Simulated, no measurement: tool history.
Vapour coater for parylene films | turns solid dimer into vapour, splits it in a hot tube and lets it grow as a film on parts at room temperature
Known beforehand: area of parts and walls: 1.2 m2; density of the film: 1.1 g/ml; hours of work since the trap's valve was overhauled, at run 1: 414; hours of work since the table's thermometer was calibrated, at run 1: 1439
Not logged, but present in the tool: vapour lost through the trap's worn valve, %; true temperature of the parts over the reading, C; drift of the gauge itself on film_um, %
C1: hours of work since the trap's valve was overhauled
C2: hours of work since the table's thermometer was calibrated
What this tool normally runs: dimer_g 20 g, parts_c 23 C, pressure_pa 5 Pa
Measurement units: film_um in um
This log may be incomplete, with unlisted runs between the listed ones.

Run 1, hour 0: usual settings; C1 414; C2 1439. Result: film_um 8.21 um.
Run 2, hour 54.5: usual settings; C1 444; C2 1469. Result: film_um 8.24 um.
Run 3, hour 102: usual settings; C1 470; C2 1494. Result: film_um 8.24 um.
Run 4, hour 159.2: usual settings; C1 501; C2 1525. Result: film_um 8.19 um.
Run 5, hour 195.8: usual settings; C1 521; C2 1545. Result: film_um 8.23 um.
Run 6, hour 233.3: usual settings but pressure_pa 3.27 Pa; C1 541; C2 1566. Result: film_um 8.71 um.
Run 7, hour 292.5: usual settings but pressure_pa 3.27 Pa; C1 573; C2 1598. Result: film_um 8.72 um.
Run 8, hour 326.9: usual settings but pressure_pa 3.27 Pa; C1 592; C2 1616. Result: film_um 8.77 um.
At hour 341.9: table's thermometer calibrated.
Run 9, hour 379: usual settings but pressure_pa 3.27 Pa; C1 619; C2 20. Result: film_um 8.68 um.
At hour 441.5: trap's valve overhauled.
Run 10, hour 444.4: usual settings but pressure_pa 3.27 Pa; C1 2; C2 53. Result: film_um 8.71 um.
Run 11, hour 501.7: usual settings; C1 33; C2 84. Result: film_um 8.39 um.
Run 12, hour 566.1: usual settings; C1 68; C2 119. Result: film_um 8.18 um.
Run 13, hour 622.6: usual settings but dimer_g 11 g; C1 98; C2 150. Result: film_um 4.5 um.
Run 14, hour 690.4: usual settings; C1 135; C2 187. Result: film_um 8.27 um.
Run 15, hour 744.9: usual settings but parts_c 21 C; C1 165; C2 216. Result: film_um 8.47 um.
Run 16, hour 797.1: usual settings; C1 193; C2 245. Result: film_um 8.24 um.
Run 17, hour 865: usual settings; C1 230; C2 282. Result: film_um 8.26 um.
Run 18, hour 929.5: usual settings; C1 265; C2 317. Result: film_um 8.24 um.
Run 19, hour 959.3: usual settings; C1 281; C2 333. Result: film_um 8.27 um.
Run 20, hour 991: usual settings; C1 298; C2 350. Result: film_um 8.03 um.
Run 21, hour 1036.4: usual settings; C1 323; C2 375. Result: film_um 8.15 um.
Run 22, hour 1082: usual settings; C1 347; C2 399. Result: film_um 8.11 um.
Run 23, hour 1148.8: usual settings; C1 384; C2 435. Result: film_um 8.3 um.
Run 24, hour 1204.9: usual settings; C1 414; C2 466. Result: film_um 8.16 um.
Run 25, hour 1269.1: usual settings but dimer_g 23 g, parts_c 27 C, pressure_pa 2.73 Pa; C1 449; C2 501. Result: film_um 9.55 um.
Run 26, hour 1317.8: usual settings but dimer_g 12 g, parts_c 24 C, pressure_pa 2.73 Pa; C1 475; C2 527. Result: film_um 5.32 um.
Run 27, hour 1354.3: usual settings but parts_c 33 C, pressure_pa 5.15 Pa; C1 495; C2 547. Result: film_um 6.62 um.
Run 28, hour 1382.6: usual settings but dimer_g 10 g, parts_c 21 C, pressure_pa 5.15 Pa; C1 510; C2 562. Result: film_um 4.26 um.
Run 29, hour 1419.3: usual settings but dimer_g 8 g, parts_c 18 C; C1 530; C2 582. Result: film_um 3.63 um.
Run 30, hour 1484.2: usual settings but dimer_g 8 g, parts_c 35 C, pressure_pa 2.56 Pa; C1 566; C2 617. Result: film_um 2.86 um.
Run 31, hour 1529.5: usual settings but pressure_pa 2.13 Pa; C1 590; C2 642. Result: film_um 9.24 um.
Run 32, hour 1583.6: usual settings but dimer_g 15 g, parts_c 21 C, pressure_pa 3.34 Pa; C1 619; C2 671. Result: film_um 6.75 um.
Run 33, hour 1619.1: usual settings but dimer_g 12 g; C1 639; C2 691. Result: film_um 4.85 um.
At hour 1646.3: trap's valve overhauled.
Run 34, hour 1677.7: usual settings but dimer_g 9 g, parts_c 16 C, pressure_pa 3.28 Pa; C1 17; C2 720. Result: film_um 4.54 um.
Run 35, hour 1723: usual settings but dimer_g 28 g, parts_c 15 C; C1 42; C2 745. Result: film_um 13.45 um.
Run 36, hour 1767.7: usual settings but dimer_g 11 g, parts_c 28 C, pressure_pa 10.78 Pa; C1 66; C2 769. Result: film_um 3.62 um.
Run 37, hour 1811.7: usual settings but dimer_g 11 g, parts_c 28 C, pressure_pa 10.78 Pa; C1 90; C2 793. Result: film_um 3.63 um.
Run 38, hour 1846.6: usual settings but dimer_g 19 g, parts_c 16 C, pressure_pa 4.34 Pa; C1 109; C2 812. Result: film_um 9.15 um.
Run 39, hour 1907.7: usual settings but dimer_g 19 g, parts_c 17 C, pressure_pa 4.34 Pa; C1 142; C2 845. Result: film_um 8.93 um.
Run 40, hour 1943.3: usual settings but dimer_g 32 g, pressure_pa 4.3 Pa; C1 161; C2 864. Result: film_um 13.23 um.
Run 41, hour 1972.1: usual settings but dimer_g 26 g, pressure_pa 3.02 Pa; C1 177; C2 880. Result: film_um 11.38 um.
Run 42, hour 2025.2: usual settings but dimer_g 23 g, parts_c 20 C, pressure_pa 2.42 Pa; C1 206; C2 909. Result: film_um 10.91 um.
Run 43, hour 2090.5: usual settings but dimer_g 19 g, pressure_pa 8.91 Pa; C1 241; C2 944. Result: film_um 7.2 um.
Run 44, hour 2146.8: usual settings but dimer_g 19 g, pressure_pa 8.91 Pa; C1 271; C2 975. Result: film_um 7.18 um.
Run 45, hour 2204: usual settings but dimer_g 12 g, parts_c 19 C, pressure_pa 2.42 Pa; C1 303; C2 1006. Result: film_um 5.93 um.
Run 46, hour 2250.4: usual settings but dimer_g 12 g, parts_c 19 C, pressure_pa 2.42 Pa; C1 328; C2 1031. Result: film_um 5.93 um.
Run 47, hour 2309.8: usual settings but parts_c 35 C, pressure_pa 4.13 Pa; C1 360; C2 1063. Result: film_um 6.75 um.

For each entry between runs, how does the tool's hidden state at the last listed run before it compare with that at the first listed run after it?
Runs 8 to 9: table's thermometer calibrated (hour 341.9)
  vapour lost through the trap's worn valve, %: 0.3 -> 0.4; true temperature of the parts over the reading, C: 0.05 -> 0
Runs 9 to 10: trap's valve overhauled (hour 441.5)
  vapour lost through the trap's worn valve, %: 0.4 -> 0
Runs 33 to 34: trap's valve overhauled (hour 1646.3)
  vapour lost through the trap's worn valve, %: 0.4 -> 0
